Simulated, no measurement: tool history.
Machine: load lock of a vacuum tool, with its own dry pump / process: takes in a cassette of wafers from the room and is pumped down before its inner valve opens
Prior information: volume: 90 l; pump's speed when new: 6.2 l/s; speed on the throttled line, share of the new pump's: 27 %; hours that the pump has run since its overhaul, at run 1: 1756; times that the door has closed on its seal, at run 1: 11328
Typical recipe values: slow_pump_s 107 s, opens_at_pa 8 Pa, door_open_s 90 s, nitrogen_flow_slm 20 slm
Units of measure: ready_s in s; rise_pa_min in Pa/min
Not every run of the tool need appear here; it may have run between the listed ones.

run	hour	slow_pump_s	opens_at_pa	door_open_s	nitrogen_flow_slm	hours that the pump has run since its overhaul	times that the door has closed on its seal	incoming humidity of the room's air, %	ready_s	rise_pa_min
1	0	107	8	90	20	1756	11328	48.4	218.8	0.076
2	88.5	107	8	90	20	1845	11568	44.2	220	0.079
3	159.7	141	8	90	20	1916	11760	45.2	245.5	0.08
4	273.9	107	8	90	20	2030	12068	42.6	219.2	0.087
5	401.9	107	8	90	20	2158	12414	46.9	220.2	0.083
6	534.7	107	8	90	20	2291	12773	45.4	220.5	0.087
7	679.2	124	8	90	20	2435	13164	42.7	232.3	0.091
8	827.7	107	8	90	20	2584	13565	40.7	219.5	0.095
9	966.7	107	8	90	20	2723	13940	45.6	220.2	0.095
10	1095.6	107	8	90	20	2852	14288	45.6	217.8	0.11
11	1205.8	107	8	40	20	2962	14586	46.2	217	0.094
12	1354.5	149	8	110	8	3110	14988	45.3	246	0.118
13	1477.9	107	14	90	44	3234	15321	44.5	211.7	0.103
14	1627.6	64	11	31	44	3384	15726	48	186.2	0.105
15	1721.3	89	11	156	44	3477	15979	45.5	203.3	0.112
16	1805.9	107	12	193	8	3562	16208	44.5	217.7	0.152
17	1921.8	107	12	193	8	3678	16521	45.9	215.2	0.16

Branching from run 17: 3 alternative next runs. What would each branch give?
A	2013.1	195	12	193	8	3769	16767	44.9	?	?
B	2013.1	171	8	39	36	3769	16767	45.5	?	?
C	2013.1	189	9	90	20	3769	16767	43.7	?	?

run	ready_s	rise_pa_min
A	279	0.156
B	268.5	0.106
C	272.9	0.12
Without the tool's unlogged condition, the same runs would have read:
run	ready_s	rise_pa_min
A	275.2	0.049
B	264.2	0
C	268.9	0.015
